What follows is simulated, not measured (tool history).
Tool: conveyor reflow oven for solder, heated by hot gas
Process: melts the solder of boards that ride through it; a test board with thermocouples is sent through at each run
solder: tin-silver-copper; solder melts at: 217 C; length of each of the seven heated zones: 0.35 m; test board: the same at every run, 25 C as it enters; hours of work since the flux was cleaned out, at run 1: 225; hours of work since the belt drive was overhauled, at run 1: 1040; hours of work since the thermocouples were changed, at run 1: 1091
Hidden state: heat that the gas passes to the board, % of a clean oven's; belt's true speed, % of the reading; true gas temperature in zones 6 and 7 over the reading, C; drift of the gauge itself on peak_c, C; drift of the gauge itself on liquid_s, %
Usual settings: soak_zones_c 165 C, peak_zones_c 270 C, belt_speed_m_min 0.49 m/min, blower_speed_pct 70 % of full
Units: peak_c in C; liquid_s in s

run	hour	soak_zones_c	peak_zones_c	belt_speed_m_min	blower_speed_pct	hours of work since the flux was cleaned out	hours of work since the belt drive was overhauled	hours of work since the thermocouples were changed	peak_c	liquid_s
1	0	165	270	0.49	70	225	1040	1091	255.9	66.2
2	33.7	165	270	0.49	70	246	1062	1112	256.1	66
# hour 45.9: thermocouples of zones 6 and 7 changed
3	69.3	156	270	0.49	70	268	1083	15	251.5	58.8
4	102.7	156	270	0.49	70	289	1105	36	251.2	58.8
5	160	165	270	0.49	70	326	1141	73	252.6	63.2
6	184.8	165	270	0.49	50	342	1157	89	248.2	57.2
7	214.4	165	270	0.49	70	361	1176	108	252.4	62.8
8	246.7	165	270	0.46	70	382	1197	129	253.9	69.1
# hour 280.8: belt drive overhauled, speed set with a stopwatch
9	308.2	165	272	0.49	70	419	18	166	252.6	60.5
10	351.7	165	272	0.49	70	447	46	194	252.4	60.4
11	391.2	165	272	0.49	70	472	71	219	252.2	60.3
# hour 423.9: flux residue cleaned out of gas plates and filters
12	442.8	163	270	0.49	70	12	101	249	254.6	62.1
13	474	163	270	0.49	70	32	121	269	253.9	62.3
14	518.1	163	270	0.451	70	60	149	297	256.7	70.6
15	562.7	163	270	0.451	70	89	178	326	256.5	69.8
16	611.8	163	270	0.451	70	121	209	358	256.7	70.1
17	652.8	180	270	0.451	88	147	236	384	260.7	80.6
18	688.6	180	270	0.451	88	170	259	407	260.6	80.3
19	731.7	180	270	0.534	88	198	286	435	256.6	64.5
20	781.5	180	270	0.458	88	230	318	467	260.4	78.9
21	819	180	270	0.458	88	254	342	491	260.4	79
22	875.6	164	270	0.408	88	290	379	527	261.2	83.3
23	913.6	156	270	0.47	87	314	403	551	256.3	65.3
24	969.4	156	270	0.568	86	350	439	587	248.9	46.7
25	999.5	159	270	0.49	70	370	458	606	252.2	59
26	1046.7	159	270	0.49	70	400	489	637	251.6	58.6
27	1087.9	158	284	0.521	59	426	515	663	259	59.2
28	1134.5	165	270	0.566	70	456	545	693	247.6	47
29	1160.1	163	276	0.481	50	473	561	710	253.6	62.3
# hour 1190.2: flux residue cleaned out of gas plates and filters
30	1216	163	276	0.481	50	17	594	742	257.1	65.5
31	1259.8	163	276	0.481	50	45	622	770	257.1	65.5
32	1302.4	162	280	0.481	52	72	649	798	261.4	68.1

Hidden state or all else? Some run-to-run changes of peak_c, split into what the settings, what came in and random variation would give without the hidden state, and what is left for the hidden state (with any gauge scatter that isn't in both results):
Run 2 -> 3: soak_zones_c 165 -> 156, thermocouples of zones 6 and 7 changed. peak_c -4.6 C: hidden state -3.5, all else -1.1.
Run 11 -> 12: soak_zones_c 165 -> 163, peak_zones_c 272 -> 270, flux residue cleaned out of gas plates and filters. peak_c +2.4 C: hidden state +4.2, all else -1.8.
Run 23 -> 24: belt_speed_m_min 0.47 -> 0.568, blower_speed_pct 87 -> 86. peak_c -7.4 C: hidden state -0.9, all else -6.5.
Run 26 -> 27: soak_zones_c 159 -> 158, peak_zones_c 270 -> 284, belt_speed_m_min 0.49 -> 0.521, blower_speed_pct 70 -> 59. peak_c +7.4 C: hidden state -0.5, all else +7.9.
Run 27 -> 28: soak_zones_c 158 -> 165, peak_zones_c 284 -> 270, belt_speed_m_min 0.521 -> 0.566, blower_speed_pct 59 -> 70. peak_c -11.4 C: hidden state -0.2, all else -11.2.
Run 29 -> 30: flux residue cleaned out of gas plates and filters. peak_c +3.5 C: hidden state +3.5, all else +0.
